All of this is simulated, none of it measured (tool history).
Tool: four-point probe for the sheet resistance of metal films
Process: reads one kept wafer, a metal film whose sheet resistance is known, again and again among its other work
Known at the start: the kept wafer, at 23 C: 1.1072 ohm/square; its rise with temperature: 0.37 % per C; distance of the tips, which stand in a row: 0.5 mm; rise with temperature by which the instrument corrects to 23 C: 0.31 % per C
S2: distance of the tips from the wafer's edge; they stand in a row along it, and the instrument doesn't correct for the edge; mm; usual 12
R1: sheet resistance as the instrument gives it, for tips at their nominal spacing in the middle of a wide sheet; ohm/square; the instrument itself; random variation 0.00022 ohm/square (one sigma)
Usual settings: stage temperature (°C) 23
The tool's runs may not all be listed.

run 1 day=0 | stage_temperature_(°C)=23 S2=12 | R1=1.104183
run 2 day=0.779 | stage_temperature_(°C)=23 S2=12 | R1=1.1033
run 3 day=1.604 | stage_temperature_(°C)=23 S2=12 | R1=1.103691
run 4 day=2.483 | stage_temperature_(°C)=23 S2=12 | R1=1.10396
run 5 day=3.221 | stage_temperature_(°C)=26 S2=12 | R1=1.105561
run 6 day=4.329 | stage_temperature_(°C)=18 S2=12 | R1=1.100081
run 7 day=5.333 | stage_temperature_(°C)=18 S2=12 | R1=1.099806
run 8 day=5.8 | stage_temperature_(°C)=18 S2=12 | R1=1.100202
run 9 day=6.25 | stage_temperature_(°C)=18 S2=12 | R1=1.09973
run 10 day=6.825 | stage_temperature_(°C)=18 S2=12 | R1=1.099768
run 11 day=7.804 | stage_temperature_(°C)=18 S2=12 | R1=1.099835
run 12 day=8.429 | stage_temperature_(°C)=27 S2=12 | R1=1.106051
run 13 day=9.212 | stage_temperature_(°C)=27 S2=12 | R1=1.106588
-- day=9.329 stage's thermometer calibrated
run 14 day=10.233 | stage_temperature_(°C)=23 S2=33 | R1=1.102688
run 15 day=10.95 | stage_temperature_(°C)=23 S2=33 | R1=1.102341
run 16 day=11.904 | stage_temperature_(°C)=20 S2=12 | R1=1.100952
run 17 day=12.729 | stage_temperature_(°C)=20 S2=12 | R1=1.100708
run 18 day=13.204 | stage_temperature_(°C)=20 S2=12 | R1=1.100759
-- day=13.283 stage's thermometer calibrated, once more
run 19 day=13.779 | stage_temperature_(°C)=23 S2=30 | R1=1.103315
run 20 day=14.388 | stage_temperature_(°C)=24 S2=12 | R1=1.105066
run 21 day=15.471 | stage_temperature_(°C)=30 S2=12 | R1=1.109278
run 22 day=16.512 | stage_temperature_(°C)=21 S2=9 | R1=1.103746
run 23 day=17.233 | stage_temperature_(°C)=34 S2=12 | R1=1.112062
run 24 day=18.288 | stage_temperature_(°C)=34 S2=12 | R1=1.111956

3 ways to go on from here, each from the tool as it stands after run 24. What would each give?
run A day=18.738 | stage_temperature_(°C)=33 S2=11 | R1=?
run B day=18.738 | stage_temperature_(°C)=33 S2=60 | R1=?
run C day=18.738 | stage_temperature_(°C)=31 S2=25 | R1=?

run=A R1=1.111199
run=B R1=1.110524
run=C R1=1.109023
Without the tool's hidden state the same runs would have given:
run=A R1=1.115354
run=B R1=1.114678
run=C R1=1.11317
